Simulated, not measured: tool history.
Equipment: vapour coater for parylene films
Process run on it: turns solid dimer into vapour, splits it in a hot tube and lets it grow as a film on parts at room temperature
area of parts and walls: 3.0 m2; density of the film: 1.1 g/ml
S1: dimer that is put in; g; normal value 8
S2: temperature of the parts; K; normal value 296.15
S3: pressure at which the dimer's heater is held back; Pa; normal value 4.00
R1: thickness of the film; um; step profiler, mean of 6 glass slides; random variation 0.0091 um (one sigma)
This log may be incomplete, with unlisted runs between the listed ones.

run 1 hour=0.0 | S1=8 S2=296.15 S3=4.00 | R1=1.310
run 2 hour=13.5 | S1=8 S2=296.15 S3=4.00 | R1=1.297
run 3 hour=22.7 | S1=8 S2=296.15 S3=4.00 | R1=1.296
run 4 hour=35.4 | S1=8 S2=304.15 S3=4.00 | R1=0.897
run 5 hour=46.9 | S1=8 S2=304.15 S3=4.00 | R1=0.882
run 6 hour=59.5 | S1=8 S2=304.15 S3=4.00 | R1=0.883
run 7 hour=72.0 | S1=8 S2=304.15 S3=4.00 | R1=0.893
run 8 hour=78.8 | S1=8 S2=295.15 S3=4.00 | R1=1.347
run 9 hour=86.4 | S1=8 S2=295.15 S3=4.00 | R1=1.332
run 10 hour=95.2 | S1=8 S2=303.15 S3=4.00 | R1=0.925
run 11 hour=105.3 | S1=8 S2=303.15 S3=4.00 | R1=0.906
run 12 hour=119.3 | S1=8 S2=303.15 S3=4.00 | R1=0.916
run 13 hour=135.1 | S1=8 S2=303.15 S3=4.00 | R1=0.905
run 14 hour=149.2 | S1=8 S2=297.15 S3=4.00 | R1=1.208
run 15 hour=163.4 | S1=8 S2=307.15 S3=4.00 | R1=0.748
run 16 hour=173.8 | S1=8 S2=296.15 S3=4.00 | R1=1.256
run 17 hour=189.9 | S1=8 S2=296.15 S3=2.92 | R1=1.306
run 18 hour=202.4 | S1=8 S2=296.15 S3=2.92 | R1=1.308
run 19 hour=210.2 | S1=8 S2=296.15 S3=2.92 | R1=1.303
run 20 hour=217.3 | S1=8 S2=296.15 S3=2.92 | R1=1.303
run 21 hour=224.8 | S1=8 S2=296.15 S3=2.92 | R1=1.320
run 22 hour=239.7 | S1=8 S2=296.15 S3=2.92 | R1=1.333
run 23 hour=248.3 | S1=8 S2=296.15 S3=2.92 | R1=1.301
run 24 hour=258.8 | S1=8 S2=306.15 S3=4.00 | R1=0.768
run 25 hour=270.3 | S1=10 S2=301.15 S3=3.61 | R1=1.242
run 26 hour=285.1 | S1=5 S2=293.15 S3=4.00 | R1=0.900
run 27 hour=301.3 | S1=8 S2=290.15 S3=3.07 | R1=1.707
-- hour=306.3 trap's valve overhauled
run 28 hour=312.9 | S1=6 S2=297.15 S3=3.07 | R1=0.882
run 29 hour=327.7 | S1=4 S2=296.15 S3=2.67 | R1=0.632
-- hour=334.7 trap's valve overhauled, once more
run 30 hour=341.7 | S1=4 S2=296.15 S3=2.67 | R1=0.716
run 31 hour=350.5 | S1=12 S2=303.15 S3=4.12 | R1=1.476
run 32 hour=367.3 | S1=12 S2=303.15 S3=4.12 | R1=1.485
run 33 hour=381.3 | S1=12 S2=303.15 S3=4.12 | R1=1.456
run 34 hour=389.0 | S1=12 S2=303.15 S3=4.12 | R1=1.464
run 35 hour=396.8 | S1=6 S2=293.15 S3=6.07 | R1=1.122
run 36 hour=413.7 | S1=6 S2=293.15 S3=6.07 | R1=1.123
run 37 hour=427.5 | S1=6 S2=293.15 S3=6.07 | R1=1.119
run 38 hour=438.2 | S1=4 S2=293.15 S3=6.07 | R1=0.746
run 39 hour=447.0 | S1=3 S2=292.15 S3=6.07 | R1=0.588
run 40 hour=458.8 | S1=3 S2=292.15 S3=10.02 | R1=0.542
run 41 hour=470.6 | S1=6 S2=302.15 S3=11.76 | R1=0.653
run 42 hour=481.5 | S1=8 S2=299.15 S3=10.87 | R1=1.013
run 43 hour=495.3 | S1=8 S2=306.15 S3=3.48 | R1=0.858
run 44 hour=511.2 | S1=8 S2=306.15 S3=3.48 | R1=0.865
run 45 hour=522.1 | S1=5 S2=291.15 S3=4.00 | R1=1.064
run 46 hour=530.1 | S1=5 S2=291.15 S3=4.00 | R1=1.065
run 47 hour=546.3 | S1=9 S2=303.15 S3=4.00 | R1=1.068

Consider 3 possible next runs. They are alternatives, not a sequence: every one starts from the tool as it was left by run 47. What does each give?
run A hour=562.0 | S1=9 S2=302.15 S3=4.00 | R1=?
run B hour=562.0 | S1=13 S2=300.15 S3=4.00 | R1=?
run C hour=562.0 | S1=8 S2=296.15 S3=3.09 | R1=?

run=A R1=1.111
run=B R1=1.783
run=C R1=1.377
With no hidden state in the tool, these same runs would have given:
run=A R1=1.163
run=B R1=1.865
run=C R1=1.441
